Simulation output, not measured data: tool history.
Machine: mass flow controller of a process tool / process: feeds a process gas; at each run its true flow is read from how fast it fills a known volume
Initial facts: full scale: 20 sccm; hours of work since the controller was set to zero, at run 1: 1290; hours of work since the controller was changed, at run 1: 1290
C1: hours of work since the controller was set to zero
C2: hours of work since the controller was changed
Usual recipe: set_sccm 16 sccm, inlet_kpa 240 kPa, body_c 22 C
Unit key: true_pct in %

Run 1, hour 0.0: usual settings; C1 1290; C2 1290. Result: true_pct 98.80 %.
Run 2, hour 116.2: usual settings; C1 1376; C2 1376. Result: true_pct 98.69 %.
Run 3, hour 235.3: usual settings but set_sccm 2 sccm; C1 1465; C2 1465. Result: true_pct 98.82 %.
Run 4, hour 345.5: usual settings; C1 1548; C2 1548. Result: true_pct 98.73 %.
Run 5, hour 422.8: usual settings; C1 1605; C2 1605. Result: true_pct 98.60 %.
Run 6, hour 523.6: usual settings; C1 1680; C2 1680. Result: true_pct 98.59 %.
At hour 530.6: controller's zero set anew.
Run 7, hour 576.9: usual settings; C1 35; C2 1720. Result: true_pct 98.67 %.
Run 8, hour 649.5: usual settings but body_c 20 C; C1 89; C2 1774. Result: true_pct 98.34 %.

What does the tool deliver on the next run?
Run 9, hour 757.8: usual settings but body_c 20 C; C1 170; C2 1855. Result: true_pct ?.

true_pct: 98.44 %
Were there no unlogged condition in the tool, this run, its random variation unchanged, would have produced true_pct 99.32 %.
